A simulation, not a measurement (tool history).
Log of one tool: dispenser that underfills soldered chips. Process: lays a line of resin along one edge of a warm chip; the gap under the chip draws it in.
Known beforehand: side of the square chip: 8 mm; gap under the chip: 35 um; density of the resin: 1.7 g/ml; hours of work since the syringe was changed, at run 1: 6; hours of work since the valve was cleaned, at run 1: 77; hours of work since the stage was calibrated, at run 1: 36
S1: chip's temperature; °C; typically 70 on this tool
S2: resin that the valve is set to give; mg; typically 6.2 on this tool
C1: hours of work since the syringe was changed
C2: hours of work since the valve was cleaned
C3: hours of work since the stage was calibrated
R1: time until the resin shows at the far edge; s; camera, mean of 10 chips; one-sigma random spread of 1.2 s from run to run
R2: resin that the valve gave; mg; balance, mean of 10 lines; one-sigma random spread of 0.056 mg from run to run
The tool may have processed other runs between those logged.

run,hour,S1,S2,C1,C2,C3,R1,R2
1,0,70,6.2,6,77,36,164.1,5.83
# hour 1.4: new syringe of resin
2,6.8,85,6.2,3,82,40,83.8,5.74
# hour 12: new syringe of resin
3,19.2,85,6.2,5,89,48,89.6,5.76
# hour 22.5: new syringe of resin
4,25.8,85,6.2,2,93,52,77,5.83
# hour 33.6: new syringe of resin
5,37.7,70,6.2,3,101,59,135.1,5.75
# hour 43.9: new syringe of resin
6,49.2,70,6.2,3,108,67,142.7,5.74
# hour 54.6: new syringe of resin
7,60.6,61,6.2,4,115,74,199.6,5.6
# hour 65: new syringe of resin
8,68.1,61,6.2,2,120,78,181.2,5.64
# hour 76.1: new syringe of resin
9,78.1,61,6.2,1,126,85,178.4,5.54
# hour 86.4: new syringe of resin
10,90.1,61,6.2,2,134,92,190.4,5.55
# hour 97.1: new syringe of resin
# hour 98.1: dispensing valve cleaned and set on the balance
11,99.5,61,6.44,1,1,98,173.8,6.38
12,105.7,61,6.44,5,5,102,218.6,6.38
# hour 108.2: new syringe of resin
13,111.3,61,6.44,2,8,105,188,6.36
# hour 118.5: new syringe of resin
14,122.4,61,6.44,3,15,112,188,6.46
# hour 128.9: new syringe of resin
15,133.8,70,6.2,3,22,119,133.5,6.14
# hour 139.2: new syringe of resin
16,139.2,70,6.37,0,26,122,116,6.27
# hour 149.5: new syringe of resin
17,149.5,70,6.37,0,32,129,119.5,6.18
18,154.9,70,7.69,4,36,132,140.8,7.52
# hour 159.9: new syringe of resin
19,165.3,70,7.69,3,42,139,139.6,7.48
# hour 170.4: new syringe of resin
20,176.3,63,7.4,4,49,146,183.7,7.2
# hour 181.2: new syringe of resin
21,185.9,63,7.4,3,55,152,177.1,7.06
# hour 191.7: new syringe of resin
22,196,80,5.38,3,61,158,96.7,5.19
# hour 202: new syringe of resin
23,206.7,60,7.98,3,68,165,201.5,7.66
# hour 213: new syringe of resin
24,217.7,67,7.98,3,75,172,151.1,7.59
25,222.8,62,7.48,6,78,175,219.4,7.05
# hour 223.8: new syringe of resin
# hour 234.1: new syringe of resin
26,235.3,62,5.33,1,86,183,167.3,4.97
# hour 244.8: new syringe of resin
27,244.9,69,7.36,0,92,189,121.4,6.82
28,254.5,77,7.91,6,98,195,126.5,7.41
# hour 255.4: new syringe of resin
# hour 265.7: new syringe of resin
29,266.7,77,7.91,1,106,202,94,7.35
30,274.6,59,7.74,6,111,207,238.6,7.28
# hour 276.1: new syringe of resin
31,281.3,59,7.74,3,115,212,210.1,7.13
# hour 287: new syringe of resin
32,293.9,74,6.71,4,123,220,127,6.1
# hour 297.8: new syringe of resin
33,301.2,61,8.01,2,127,224,182.5,7.25
# hour 308.7: new syringe of resin
34,311.9,58,5.6,2,134,231,212.6,5.08
# hour 318.7: dispensing valve cleaned and set on the balance
35,319,61,7.06,6,0,235,223.8,7
# hour 320.7: new syringe of resin
36,326.6,63,5.59,4,5,239,184.4,5.62

Branching from run 36: 3 alternative next runs. What would each branch give?
# hour 331.6: new syringe of resin
A,338.2,70,5.51,4,12,247,?,?
# hour 331.6: new syringe of resin
B,338.2,74,5.59,4,12,247,?,?
# hour 331.6: new syringe of resin
C,338.2,71,5.59,4,12,247,?,?

run,R1,R2
A,145.2,5.42
B,126.5,5.59
C,141.3,5.67
With no hidden state in the tool, these same runs would have given:
run,R1,R2
A,116.4,5.46
B,101.4,5.63
C,113.2,5.71

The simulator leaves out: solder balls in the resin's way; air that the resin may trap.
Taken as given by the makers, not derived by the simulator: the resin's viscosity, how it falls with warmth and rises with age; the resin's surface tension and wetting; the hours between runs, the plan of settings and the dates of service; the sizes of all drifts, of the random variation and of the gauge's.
